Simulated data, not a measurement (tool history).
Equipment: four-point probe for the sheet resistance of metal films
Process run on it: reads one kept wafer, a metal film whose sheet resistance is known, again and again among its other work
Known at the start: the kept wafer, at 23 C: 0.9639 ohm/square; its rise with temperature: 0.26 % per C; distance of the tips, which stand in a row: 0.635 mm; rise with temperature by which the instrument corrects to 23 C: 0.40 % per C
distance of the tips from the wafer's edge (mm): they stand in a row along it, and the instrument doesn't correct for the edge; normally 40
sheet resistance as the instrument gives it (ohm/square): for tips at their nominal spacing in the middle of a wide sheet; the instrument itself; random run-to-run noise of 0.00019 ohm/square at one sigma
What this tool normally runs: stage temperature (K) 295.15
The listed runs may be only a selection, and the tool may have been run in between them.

run,day,stage temperature (K),distance of the tips from the wafer's edge (mm),sheet resistance as the instrument gives it (ohm/square)
1,0,295.15,40,0.97192
2,0.629,299.15,40,0.966126
3,0.996,305.15,40,0.958489
4,1.338,295.15,12,0.972846
5,2.025,294.15,40,0.972526
6,2.642,294.15,40,0.973068
7,3.288,294.15,40,0.973137
8,3.708,294.15,40,0.973115
9,4.062,294.15,40,0.973287
10,4.554,295.15,44,0.971443
11,5.054,295.15,4,0.98486
12,5.462,295.15,8,0.974756
13,6.067,295.15,47,0.971736
14,6.65,295.15,47,0.971503
15,7.262,295.15,47,0.971466
16,7.679,296.15,6,0.975951
17,8.1,293.15,25,0.974704
18,8.792,293.15,29,0.974627
19,9.412,297.15,38,0.96931
20,9.971,296.15,6,0.976377
21,10.45,292.15,7,0.980434
22,11.154,297.15,40,0.969004
23,11.492,295.15,4,0.984605
24,12.071,295.15,4,0.98484
25,12.458,295.15,4,0.985096
26,12.958,303.15,24,0.961223
27,13.446,302.15,5,0.970681
28,13.771,302.15,5,0.970609
29,14.25,302.15,5,0.971062
30,14.817,295.15,4,0.984977

Alternative continuations, all from the tool just after run 30; predict every row:
A,15.208,295.15,7,?
B,15.208,295.15,54,?
C,15.208,305.15,57,?

run,sheet resistance as the instrument gives it (ohm/square)
A,0.976004
B,0.971562
C,0.958194
With no hidden state in the tool, these same runs would have given:
run,sheet resistance as the instrument gives it (ohm/square)
A,0.96942
B,0.965005
C,0.951712
